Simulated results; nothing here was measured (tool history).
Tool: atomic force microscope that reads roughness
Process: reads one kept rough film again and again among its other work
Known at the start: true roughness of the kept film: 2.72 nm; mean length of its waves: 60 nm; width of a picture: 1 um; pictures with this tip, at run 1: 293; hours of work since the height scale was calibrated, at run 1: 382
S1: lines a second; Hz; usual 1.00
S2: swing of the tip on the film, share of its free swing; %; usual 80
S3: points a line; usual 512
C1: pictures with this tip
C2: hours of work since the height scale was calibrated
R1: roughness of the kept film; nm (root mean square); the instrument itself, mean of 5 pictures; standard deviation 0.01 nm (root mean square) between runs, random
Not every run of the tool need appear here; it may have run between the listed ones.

run    day    S1  S2   S3   C1   C2     R1
  1  0.000  1.00  80  512  293  382  2.286
  2  0.612  1.00  80  769  332  394  2.300
     1.133  -- new tip fitted
  3  1.262  1.00  80  512    8  406  2.398
  4  1.696  1.00  80  826   35  414  2.390
  5  2.096  1.00  80  826   61  422  2.375
  6  2.558  1.00  80  826   90  431  2.370
  7  2.871  1.00  80  826  110  437  2.367
  8  3.596  1.00  80  512  156  451  2.351
  9  4.283  1.00  80  512  199  464  2.328
 10  4.925  1.00  80  512  240  476  2.322
 11  5.550  1.00  80  512  280  488  2.293
 12  6.138  1.00  80  512  317  499  2.280
 13  6.546  1.00  70  483  343  507  2.374
     6.883  -- new tip fitted
 14  7.017  1.00  70  483    8  516  2.478
 15  7.358  2.73  80  960   30  522  2.033
     7.429  -- height scale calibrated on a step standard
 16  8.104  0.69  80  899   75   13  2.437
 17  8.417  2.73  76  540   95   19  2.100
 18  9.104  3.15  63  911  138   32  2.298
 19  9.408  3.15  63  911  158   38  2.286

Estimate the outcome of run 20 from the log above:
     9.871  -- height scale calibrated on a step standard, once more
 20  9.896  3.50  61  380  186   0   ?

R1: 2.277 nm (root mean square)
Take away the tool's hidden state, keep the run-to-run variation as it was, and the same run would have given R1 2.342 nm (root mean square).
